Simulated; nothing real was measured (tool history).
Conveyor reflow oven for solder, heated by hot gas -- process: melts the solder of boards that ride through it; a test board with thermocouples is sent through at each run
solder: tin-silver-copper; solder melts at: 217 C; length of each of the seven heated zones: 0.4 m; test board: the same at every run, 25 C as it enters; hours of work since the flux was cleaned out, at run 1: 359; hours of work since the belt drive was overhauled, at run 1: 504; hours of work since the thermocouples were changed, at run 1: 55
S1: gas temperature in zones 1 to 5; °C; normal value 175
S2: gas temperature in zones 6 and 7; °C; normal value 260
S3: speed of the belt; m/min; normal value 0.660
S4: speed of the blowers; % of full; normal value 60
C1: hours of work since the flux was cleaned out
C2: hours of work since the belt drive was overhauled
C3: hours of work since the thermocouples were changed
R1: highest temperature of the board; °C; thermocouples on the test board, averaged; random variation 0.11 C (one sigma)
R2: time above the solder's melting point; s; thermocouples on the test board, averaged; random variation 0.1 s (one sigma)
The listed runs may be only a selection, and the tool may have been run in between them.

run,day,S1,S2,S3,S4,C1,C2,C3,R1,R2
1,0.000,175,260,0.660,60,359,504,55,245.7,50.4
2,1.404,175,260,0.660,60,382,527,78,245.3,50.5
3,2.704,175,260,0.660,60,404,548,99,245.7,50.6
4,4.979,175,260,0.660,60,441,586,137,245.3,50.3
5,7.212,175,260,0.786,60,478,623,174,239.6,35.9
# day 8.333: flux residue cleaned out of gas plates and filters
6,10.179,175,274,0.786,60,30,668,219,252.5,46.0
7,12.792,175,274,0.786,64,73,711,262,253.9,46.7
8,14.646,175,274,0.786,64,104,742,293,253.7,46.9
9,16.996,175,260,0.660,60,143,781,332,245.7,51.2
10,18.925,175,260,0.660,60,175,812,363,245.3,51.1
11,21.375,175,260,0.660,60,215,853,404,245.5,51.1
# day 22.800: belt drive overhauled, speed set with a stopwatch
12,23.404,163,260,0.660,60,246,10,434,242.4,43.4
13,25.642,175,260,0.660,60,282,47,471,244.5,49.2
14,27.246,175,260,0.660,60,309,73,498,244.4,49.2
15,29.817,175,260,0.660,60,351,116,540,244.2,49.2
16,31.092,169,274,0.718,71,372,137,561,256.0,51.1
17,33.158,174,260,0.660,60,406,171,595,243.9,48.4
18,34.417,174,260,0.660,60,427,191,616,243.8,48.2
19,36.383,188,271,0.664,64,459,224,648,256.6,62.6
20,38.250,166,260,0.724,79,490,255,679,244.1,42.5
# day 38.621: flux residue cleaned out of gas plates and filters
21,40.721,166,260,0.724,79,35,292,716,246.2,44.6
22,42.758,169,253,0.724,81,68,325,750,240.8,41.5
23,45.150,160,254,0.724,81,108,365,789,240.1,38.2
24,46.888,160,252,0.640,81,136,393,818,241.3,46.4
25,48.179,188,271,0.660,60,157,415,839,256.8,63.3
26,49.562,188,271,0.660,60,180,438,862,256.4,63.3
27,51.688,186,257,0.660,60,215,473,897,243.6,54.1
28,53.396,161,255,0.546,55,243,501,925,241.7,53.4
29,55.250,161,255,0.706,73,274,531,956,239.1,38.3
30,57.946,161,255,0.706,73,318,576,1000,238.9,38.0

A few steps of R1 between consecutive runs. Split each: what settings, incoming material and random variation would produce without the hidden state, and what is left over for the hidden state, along with gauge scatter present in only one of the two compared results (measured, and without hidden state):
The hidden state here: heat that the gas passes to the board, % of a clean oven's; belt's true speed, % of the reading; true gas temperature in zones 6 and 7 over the reading, C; drift of the gauge itself on peak_c, C; drift of the gauge itself on liquid_s, %.
Run 5 -> 6: S2 260 -> 274, flux residue cleaned out of gas plates and filters. R1 +12.9 °C: hidden state +1.2, all else +11.7.
Run 11 -> 12: S1 175 -> 163, belt drive overhauled, speed set with a stopwatch. R1 -3.1 °C: hidden state -0.9, all else -2.2.
Run 18 -> 19: S1 174 -> 188, S2 260 -> 271, S3 0.660 -> 0.664, S4 60 -> 64. R1 +12.8 °C: hidden state -0.1, all else +12.9.
Run 20 -> 21: flux residue cleaned out of gas plates and filters. R1 +2.1 °C: hidden state +1.9, all else +0.2.
Run 24 -> 25: S1 160 -> 188, S2 252 -> 271, S3 0.640 -> 0.660, S4 81 -> 60. R1 +15.5 °C: hidden state +0.1, all else +15.4.
